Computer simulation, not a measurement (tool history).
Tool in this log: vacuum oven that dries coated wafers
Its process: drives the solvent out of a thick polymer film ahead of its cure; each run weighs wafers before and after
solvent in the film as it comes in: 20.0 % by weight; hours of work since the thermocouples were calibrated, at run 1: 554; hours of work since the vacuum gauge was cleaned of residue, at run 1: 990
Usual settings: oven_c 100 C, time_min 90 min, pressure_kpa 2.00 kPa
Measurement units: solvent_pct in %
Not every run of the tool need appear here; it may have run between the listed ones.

run   hour  oven_c  time_min  pressure_kpa  hours of work since the thermocouples were calibrated  hours of work since the vacuum gauge was cleaned of residue  solvent_pct
  1    0.0     100        90          2.00                                                    554                                                          990         2.57
  2   26.4     100        90          2.00                                                    568                                                         1004         2.56
  3   51.8     100        90          2.00                                                    581                                                         1018         2.61
  4   76.5     100        90          2.00                                                    595                                                         1031         2.54
  5   90.8     100        90          2.00                                                    603                                                         1039         2.58
  6  117.1     101        90          2.00                                                    617                                                         1053         2.35
  7  136.9      96        90          2.00                                                    627                                                         1064         3.59
  8  158.1      96        90          2.00                                                    639                                                         1075         3.69
  9  171.1      96        90          2.00                                                    646                                                         1082         3.71
 10  186.3      96        90          2.00                                                    654                                                         1090         3.68
 11  205.6      96        90          2.00                                                    664                                                         1101         3.71
 12  230.0      96       142          2.00                                                    678                                                         1114         2.29
 13  247.5      96       142          2.00                                                    687                                                         1123         2.27
 14  275.1      96       142          2.00                                                    702                                                         1138         2.34
 15  288.4      96       142          2.00                                                    709                                                         1146         2.29
     292.4  -- vacuum gauge cleaned of residue and calibrated
 16  318.1      96       142          2.00                                                    724                                                           14         2.46
     341.4  -- vacuum gauge cleaned of residue and calibrated, once more
 17  349.3      97        87          7.12                                                    740                                                            4         6.27
 18  367.3     108        87          2.18                                                    750                                                           14         1.31
 19  379.9      95       113          2.18                                                    757                                                           21         2.98
 20  409.3     100       145          6.85                                                    773                                                           37         4.08
 21  430.6     100       145          6.85                                                    784                                                           48         4.19
 22  446.7     111       145          6.85                                                    793                                                           57         2.69
 23  461.9     111        73          3.07                                                    801                                                           65         1.59
 24  487.2     100        90          2.32                                                    815                                                           79         2.71
 25  514.0     100       124          1.19                                                    829                                                           93         1.21
 26  534.9     100       124          1.19                                                    841                                                          104         1.14
 27  551.9     100        99          2.00                                                    850                                                          114         2.08
 28  580.3     103        59          2.00                                                    865                                                          129         3.29
 29  600.2     103        59          2.00                                                    876                                                          140         3.36
 30  615.6      95        93          2.13                                                    884                                                          148         3.69
 31  640.9     103        76          2.00                                                    898                                                          162         2.42
 32  666.2     101        46          1.15                                                    912                                                          175         4.95

Measured less the same run without the tool's hidden state. The same run-to-run variation is in both; the gauge's scatter may not be:
Hidden state present: true wafer temperature over the reading, C; true pressure over the reading, kPa; drift of the gauge itself on solvent_pct, %.
run  solvent_pct
  1        +0.47
  2        +0.48
  3        +0.48
  4        +0.49
  5        +0.51
  6        +0.48
  7        +0.61
  8        +0.64
  9        +0.64
 10        +0.64
 11        +0.65
 12        +0.54
 13        +0.54
 14        +0.56
 15        +0.56
 16        +0.66
 17        +0.48
 18        +0.15
 19        +0.36
 20        +0.29
 21        +0.29
 22        +0.15
 23        +0.18
 24        +0.35
 25        +0.21
 26        +0.21
 27        +0.33
 28        +0.47
 29        +0.47
 30        +0.53
 31        +0.39
 32        +0.61
